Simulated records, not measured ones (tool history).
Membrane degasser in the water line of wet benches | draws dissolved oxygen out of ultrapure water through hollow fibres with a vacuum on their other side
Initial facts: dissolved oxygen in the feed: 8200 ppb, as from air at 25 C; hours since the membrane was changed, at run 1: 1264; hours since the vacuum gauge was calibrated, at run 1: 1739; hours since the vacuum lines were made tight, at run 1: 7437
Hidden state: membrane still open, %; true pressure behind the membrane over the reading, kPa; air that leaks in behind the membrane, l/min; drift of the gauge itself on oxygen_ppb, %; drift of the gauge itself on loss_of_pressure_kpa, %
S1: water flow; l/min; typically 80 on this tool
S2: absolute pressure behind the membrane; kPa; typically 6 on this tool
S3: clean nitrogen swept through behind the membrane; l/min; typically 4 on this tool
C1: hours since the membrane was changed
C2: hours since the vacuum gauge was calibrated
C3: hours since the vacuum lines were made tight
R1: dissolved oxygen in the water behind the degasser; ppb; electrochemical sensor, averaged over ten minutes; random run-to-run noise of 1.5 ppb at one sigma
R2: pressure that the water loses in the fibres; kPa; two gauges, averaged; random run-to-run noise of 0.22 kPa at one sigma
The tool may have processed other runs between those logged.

{"run": 1, "day": 0.0, "S1": 80, "S2": 6, "S3": 4, "C1": 1264, "C2": 1739, "C3": 7437, "R1": 150, "R2": 53.22}
{"run": 2, "day": 5.217, "S1": 80, "S2": 6, "S3": 4, "C1": 1389, "C2": 1864, "C3": 7563, "R1": 152.7, "R2": 52.51}
{"run": 3, "day": 9.458, "S1": 80, "S2": 6, "S3": 4, "C1": 1491, "C2": 1966, "C3": 7664, "R1": 151.8, "R2": 52.74}
{"run": 4, "day": 16.012, "S1": 80, "S2": 6, "S3": 4, "C1": 1648, "C2": 2123, "C3": 7822, "R1": 152.4, "R2": 53.02}
{"run": 5, "day": 23.15, "S1": 50, "S2": 6, "S3": 4, "C1": 1819, "C2": 2294, "C3": 7993, "R1": 83.7, "R2": 32.79}
{"run": 6, "day": 27.333, "S1": 80, "S2": 6, "S3": 1.95, "C1": 1920, "C2": 2395, "C3": 8093, "R1": 251.9, "R2": 52.82}
{"run": 7, "day": 32.575, "S1": 80, "S2": 6, "S3": 4, "C1": 2046, "C2": 2520, "C3": 8219, "R1": 151.2, "R2": 53.15}
{"run": 8, "day": 36.233, "S1": 80, "S2": 6, "S3": 3.03, "C1": 2133, "C2": 2608, "C3": 8307, "R1": 186.4, "R2": 52.93}
{"run": 9, "day": 41.583, "S1": 80, "S2": 6, "S3": 3.03, "C1": 2262, "C2": 2737, "C3": 8435, "R1": 186.4, "R2": 52.84}
{"run": 10, "day": 48.233, "S1": 80, "S2": 6, "S3": 3.03, "C1": 2421, "C2": 2896, "C3": 8595, "R1": 191.5, "R2": 53.07}
{"run": 11, "day": 54.612, "S1": 80, "S2": 6, "S3": 3.03, "C1": 2574, "C2": 3049, "C3": 8748, "R1": 187.5, "R2": 53.39}
{"run": 12, "day": 58.008, "S1": 80, "S2": 3.97, "S3": 4, "C1": 2656, "C2": 3131, "C3": 8830, "R1": 65.3, "R2": 53.22}
{"run": 13, "day": 65.133, "S1": 80, "S2": 3.97, "S3": 4, "C1": 2827, "C2": 3302, "C3": 9001, "R1": 65.9, "R2": 53.42}
{"run": 14, "day": 71.717, "S1": 80, "S2": 3.97, "S3": 4, "C1": 2985, "C2": 3460, "C3": 9159, "R1": 65.9, "R2": 53.31}
{"run": 15, "day": 79.1, "S1": 80, "S2": 3.97, "S3": 4, "C1": 3162, "C2": 3637, "C3": 9336, "R1": 66.2, "R2": 53.56}
{"run": 16, "day": 86.492, "S1": 60, "S2": 5.74, "S3": 7.87, "C1": 3340, "C2": 3814, "C3": 9513, "R1": 55.1, "R2": 40.26}
{"run": 17, "day": 91.925, "S1": 60, "S2": 5.74, "S3": 7.87, "C1": 3470, "C2": 3945, "C3": 9644, "R1": 55.5, "R2": 40.31}
{"run": 18, "day": 96.221, "S1": 60, "S2": 5.74, "S3": 7.87, "C1": 3573, "C2": 4048, "C3": 9747, "R1": 54.7, "R2": 40.28}
{"day": 98.325, "done": "vacuum gauge calibrated"}
{"run": 19, "day": 101.65, "S1": 70, "S2": 4.2, "S3": 4, "C1": 3703, "C2": 80, "C3": 9876, "R1": 58.3, "R2": 46.73}
{"run": 20, "day": 106.783, "S1": 70, "S2": 4.2, "S3": 1.86, "C1": 3826, "C2": 203, "C3": 10000, "R1": 94.9, "R2": 46.87}
{"run": 21, "day": 110.562, "S1": 88, "S2": 4.35, "S3": 1.65, "C1": 3917, "C2": 294, "C3": 10090, "R1": 162.4, "R2": 59.05}
{"run": 22, "day": 116.717, "S1": 88, "S2": 4.29, "S3": 10.75, "C1": 4064, "C2": 441, "C3": 10238, "R1": 69.6, "R2": 59.38}
{"run": 23, "day": 120.033, "S1": 76, "S2": 9.03, "S3": 4, "C1": 4144, "C2": 521, "C3": 10318, "R1": 270.7, "R2": 50.93}
{"run": 24, "day": 124.683, "S1": 73, "S2": 7.15, "S3": 4.64, "C1": 4256, "C2": 633, "C3": 10429, "R1": 164.7, "R2": 48.98}

How the hidden state differs across the entries between the runs, from the last listed run before each to the first after it:
From run 18 to run 19: vacuum gauge calibrated (day 98.325)
  membrane still open, %: 97.1 -> 97; true pressure behind the membrane over the reading, kPa: 0.05 -> 0.04; air that leaks in behind the membrane, l/min: 0.0214 -> 0.0216
  measured result minus the result with no hidden state, R1: +2.7 -> +4.5 ppb; R2: +1.17 -> +1.4 kPa
